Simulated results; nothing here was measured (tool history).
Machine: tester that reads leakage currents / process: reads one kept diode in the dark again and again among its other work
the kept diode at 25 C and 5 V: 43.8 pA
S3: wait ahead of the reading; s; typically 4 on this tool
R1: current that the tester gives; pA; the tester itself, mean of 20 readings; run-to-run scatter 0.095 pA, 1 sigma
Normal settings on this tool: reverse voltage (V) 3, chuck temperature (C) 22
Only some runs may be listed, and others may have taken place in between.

Run 1, hour 0: usual settings. Result: R1 29.64 pA.
Run 2, hour 46.5: usual settings but reverse voltage (V) 1.58. Result: R1 22.9 pA.
Run 3, hour 103: usual settings but reverse voltage (V) 1.58. Result: R1 22.83 pA.
Run 4, hour 132.6: usual settings but S3 4.85 s. Result: R1 29.73 pA.
Run 5, hour 164.3: usual settings but S3 4.85 s. Result: R1 30.01 pA.
Run 6, hour 201.5: usual settings but reverse voltage (V) 5.35, S3 4.85 s. Result: R1 38.44 pA.
At hour 208.2: tester calibrated.
Run 7, hour 229.3: usual settings but reverse voltage (V) 5.35, S3 4.85 s. Result: R1 38.38 pA.
Run 8, hour 260.2: usual settings but reverse voltage (V) 19.25, chuck temperature (C) 24, S3 1.27 s. Result: R1 80.96 pA.
Run 9, hour 293.8: usual settings but reverse voltage (V) 14.95, chuck temperature (C) 47, S3 5.41 s. Result: R1 482.96 pA.
Run 10, hour 321.9: usual settings but reverse voltage (V) 4.91, S3 2.41 s. Result: R1 37.4 pA.
Run 11, hour 349: usual settings but reverse voltage (V) 11.18, chuck temperature (C) 55, S3 0.75 s. Result: R1 798.35 pA.

What if the next run were any one of these 4? Each begins from the tool's condition after run 11:
Run A, hour 395.4: usual settings but reverse voltage (V) 5.22, chuck temperature (C) 21. Result: R1 ?.
Run B, hour 395.4: usual settings but reverse voltage (V) 11.18, chuck temperature (C) 55, S3 6.26 s. Result: R1 ?.
Run C, hour 395.4: usual settings but reverse voltage (V) 1.45. Result: R1 ?.
Run D, hour 395.4: usual settings but reverse voltage (V) 10.69, S3 4.27 s. Result: R1 ?.

run      R1
  A   35.36
  B  801.15
  C   22.32
  D   52.82
The same runs, with their run-to-run variation unchanged, on a tool lacking any hidden condition would have given:
run      R1
  A   30.92
  B  748.17
  C   20.13
  D   45.25
